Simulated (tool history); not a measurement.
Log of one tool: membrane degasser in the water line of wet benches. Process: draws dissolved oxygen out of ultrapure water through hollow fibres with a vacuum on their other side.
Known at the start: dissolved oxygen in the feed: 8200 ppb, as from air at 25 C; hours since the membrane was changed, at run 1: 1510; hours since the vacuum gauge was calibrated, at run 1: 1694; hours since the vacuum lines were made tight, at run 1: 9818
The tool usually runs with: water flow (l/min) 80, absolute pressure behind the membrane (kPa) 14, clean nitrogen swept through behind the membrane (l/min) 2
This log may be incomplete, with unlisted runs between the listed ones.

| run | hour | water flow (l/min) | absolute pressure behind the membrane (kPa) | clean nitrogen swept through behind the membrane (l/min) | hours since the membrane was changed | hours since the vacuum gauge was calibrated | hours since the vacuum lines were made tight | dissolved oxygen in the water behind the degasser (ppb) | pressure that the water loses in the fibres (kPa) |
|---|---|---|---|---|---|---|---|---|---|
| 1 | 0 | 80 | 14 | 2 | 1510 | 1694 | 9818 | 808.5 | 29.61 |
| 2 | 99.9 | 80 | 14 | 2 | 1609 | 1794 | 9918 | 810 | 29.33 |
| 3 | 220.3 | 80 | 14 | 2 | 1730 | 1915 | 10038 | 807.1 | 29.92 |
| 4 | 329.1 | 80 | 14 | 2 | 1839 | 2023 | 10147 | 810.4 | 29.33 |
| 5 | 410.3 | 80 | 14 | 1.78 | 1920 | 2105 | 10228 | 879.6 | 29.43 |
| 6 | 480.4 | 80 | 21.9 | 2 | 1990 | 2175 | 10298 | 1316.1 | 29.38 |
| 7 | 607.5 | 80 | 14 | 2 | 2117 | 2302 | 10425 | 810.9 | 29.25 |
| 8 | 725.3 | 80 | 14 | 2 | 2235 | 2419 | 10543 | 809.4 | 29.63 |
| 9 | 855.5 | 80 | 14 | 2 | 2365 | 2550 | 10673 | 815.8 | 29.82 |
| 10 | 936.3 | 80 | 14 | 1.2 | 2446 | 2630 | 10754 | 1153.4 | 29.55 |
| 11 | 1051.8 | 80 | 13.4 | 1.2 | 2561 | 2746 | 10870 | 1101 | 29.37 |
|  | 1064.4 | vacuum gauge calibrated |
| 12 | 1144.2 | 80 | 13.4 | 1.56 | 2653 | 80 | 10962 | 923.3 | 29.64 |
| 13 | 1225.8 | 80 | 13.4 | 0.98 | 2735 | 161 | 11043 | 1251.5 | 29.48 |
| 14 | 1290.9 | 80 | 13.4 | 0.98 | 2800 | 226 | 11108 | 1252.1 | 29.38 |
| 15 | 1396.8 | 80 | 13.4 | 0.98 | 2906 | 332 | 11214 | 1254.9 | 29.5 |
|  | 1465.5 | vacuum gauge calibrated, once more |
| 16 | 1508.8 | 80 | 13.4 | 0.98 | 3017 | 43 | 11326 | 1236.2 | 29.62 |
| 17 | 1591.2 | 80 | 13.4 | 0.98 | 3100 | 126 | 11408 | 1230.6 | 29.81 |
| 18 | 1664.6 | 86 | 12.4 | 0.86 | 3173 | 199 | 11482 | 1267.3 | 32.11 |
| 19 | 1722.2 | 80 | 14.1 | 1.16 | 3231 | 257 | 11539 | 1174.2 | 29.41 |
| 20 | 1845.9 | 80 | 20.2 | 1.16 | 3354 | 380 | 11663 | 1729.8 | 29.41 |
| 21 | 1933.1 | 106 | 22.4 | 2.43 | 3442 | 468 | 11750 | 1425.3 | 39.5 |
| 22 | 2041 | 106 | 22.4 | 2.43 | 3550 | 575 | 11858 | 1426.8 | 39.41 |
| 23 | 2161.8 | 64 | 21.3 | 1.98 | 3670 | 696 | 11979 | 1088 | 23.82 |
| 24 | 2217.6 | 64 | 21.3 | 1.98 | 3726 | 752 | 12034 | 1089.8 | 23.88 |
| 25 | 2297 | 58 | 14 | 2 | 3806 | 831 | 12114 | 625.5 | 21.21 |
| 26 | 2362 | 58 | 14 | 2 | 3871 | 896 | 12179 | 626.1 | 21.33 |
| 27 | 2433.6 | 58 | 14 | 2 | 3942 | 968 | 12251 | 627.4 | 21.39 |
| 28 | 2556 | 58 | 14 | 2 | 4065 | 1090 | 12373 | 625.9 | 21.53 |
| 29 | 2640.2 | 111 | 17.2 | 1.86 | 4149 | 1175 | 12457 | 1342.3 | 41.13 |
| 30 | 2752.5 | 58 | 11.5 | 1.06 | 4261 | 1287 | 12569 | 791.4 | 21.86 |
| 31 | 2851.9 | 80 | 32.3 | 1.21 | 4360 | 1386 | 12669 | 2579.7 | 29.99 |
| 32 | 2956.3 | 80 | 8.7 | 1.21 | 4465 | 1491 | 12773 | 612 | 29.58 |

Measured less the same run without the tool's hidden state. The same run-to-run variation is in both; the gauge's scatter may not be:
The tool's hidden condition here consists of: membrane still open, %; true pressure behind the membrane over the reading, kPa; air that leaks in behind the membrane, l/min; drift of the gauge itself on oxygen_ppb, %; drift of the gauge itself on loss_of_pressure_kpa, %.
| run | dissolved oxygen in the water behind the degasser (ppb) | pressure that the water loses in the fibres (kPa) |
|---|---|---|
| 1 | +8.6 | +0.16 |
| 2 | +8.9 | +0.16 |
| 3 | +9.2 | +0.18 |
| 4 | +9.6 | +0.19 |
| 5 | +10 | +0.2 |
| 6 | +10.1 | +0.21 |
| 7 | +10.4 | +0.22 |
| 8 | +10.7 | +0.23 |
| 9 | +11.2 | +0.24 |
| 10 | +11.6 | +0.25 |
| 11 | +12.4 | +0.26 |
| 12 | +14.1 | +0.28 |
| 13 | +14.4 | +0.28 |
| 14 | +14.6 | +0.28 |
| 15 | +15.1 | +0.3 |
| 16 | -5.8 | +0.32 |
| 17 | -5.4 | +0.33 |
| 18 | -7.3 | +0.35 |
| 19 | -2.8 | +0.33 |
| 20 | -2.8 | +0.35 |
| 21 | +2.6 | +0.48 |
| 22 | +2.9 | +0.5 |
| 23 | +5.4 | +0.31 |
| 24 | +5.5 | +0.31 |
| 25 | +4.4 | +0.29 |
| 26 | +4.6 | +0.29 |
| 27 | +4.8 | +0.29 |
| 28 | +5.1 | +0.31 |
| 29 | +2.8 | +0.6 |
| 30 | +2.8 | +0.32 |
| 31 | +1.8 | +0.46 |
| 32 | +4 | +0.46 |
